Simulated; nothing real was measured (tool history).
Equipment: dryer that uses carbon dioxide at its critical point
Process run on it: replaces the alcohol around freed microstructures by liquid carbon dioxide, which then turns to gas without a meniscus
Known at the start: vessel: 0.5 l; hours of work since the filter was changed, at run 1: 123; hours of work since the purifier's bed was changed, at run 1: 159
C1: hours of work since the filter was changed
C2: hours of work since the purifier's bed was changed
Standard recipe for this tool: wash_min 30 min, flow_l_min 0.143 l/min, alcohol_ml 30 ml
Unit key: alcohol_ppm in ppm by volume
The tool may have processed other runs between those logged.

Run 1, hour 0.0: usual settings; C1 123; C2 159. Result: alcohol_ppm 71 ppm by volume.
Run 2, hour 16.1: usual settings but alcohol_ml 35 ml; C1 130; C2 165. Result: alcohol_ppm 84 ppm by volume.
Run 3, hour 40.8: usual settings but alcohol_ml 35 ml; C1 140; C2 176. Result: alcohol_ppm 79 ppm by volume.
Run 4, hour 67.6: usual settings but alcohol_ml 35 ml; C1 152; C2 187. Result: alcohol_ppm 87 ppm by volume.
Run 5, hour 89.1: usual settings; C1 160; C2 196. Result: alcohol_ppm 84 ppm by volume.
Run 6, hour 111.9: usual settings; C1 170; C2 205. Result: alcohol_ppm 78 ppm by volume.
Run 7, hour 131.8: usual settings but flow_l_min 0.107 l/min; C1 178; C2 213. Result: alcohol_ppm 327 ppm by volume.
Run 8, hour 149.3: usual settings but flow_l_min 0.098 l/min; C1 185; C2 221. Result: alcohol_ppm 509 ppm by volume.
Run 9, hour 166.5: usual settings but alcohol_ml 33 ml; C1 193; C2 228. Result: alcohol_ppm 103 ppm by volume.
Run 10, hour 188.9: usual settings but flow_l_min 0.160 l/min; C1 202; C2 237. Result: alcohol_ppm 68 ppm by volume.
Run 11, hour 211.2: usual settings but wash_min 44 min, flow_l_min 0.154 l/min, alcohol_ml 118 ml; C1 211; C2 246. Result: alcohol_ppm 47 ppm by volume.
Run 12, hour 233.9: usual settings but wash_min 44 min, flow_l_min 0.154 l/min, alcohol_ml 118 ml; C1 221; C2 256. Result: alcohol_ppm 51 ppm by volume.
Run 13, hour 252.2: usual settings but wash_min 44 min, flow_l_min 0.154 l/min, alcohol_ml 118 ml; C1 228; C2 263. Result: alcohol_ppm 62 ppm by volume.
Run 14, hour 280.2: usual settings but wash_min 44 min, flow_l_min 0.124 l/min, alcohol_ml 37 ml; C1 240; C2 275. Result: alcohol_ppm 62 ppm by volume.
Run 15, hour 310.8: usual settings but wash_min 29 min, alcohol_ml 21 ml; C1 253; C2 288. Result: alcohol_ppm 105 ppm by volume.

4 ways to go on from here, each from the tool as it stands after run 15. What would each give?
Run A, hour 329.0: usual settings but wash_min 19 min, flow_l_min 0.242 l/min, alcohol_ml 85 ml; C1 260; C2 295. Result: alcohol_ppm ?.
Run B, hour 329.0: usual settings but flow_l_min 0.199 l/min, alcohol_ml 46 ml; C1 260; C2 295. Result: alcohol_ppm ?.
Run C, hour 329.0: usual settings but wash_min 29 min, alcohol_ml 38 ml; C1 260; C2 295. Result: alcohol_ppm ?.
Run D, hour 329.0: usual settings but wash_min 28 min; C1 260; C2 295. Result: alcohol_ppm ?.

run  alcohol_ppm
  A          161
  B           70
  C          150
  D          159
Without the tool's unlogged condition, the same runs would have read:
run  alcohol_ppm
  A           45
  B           12
  C           42
  D           52
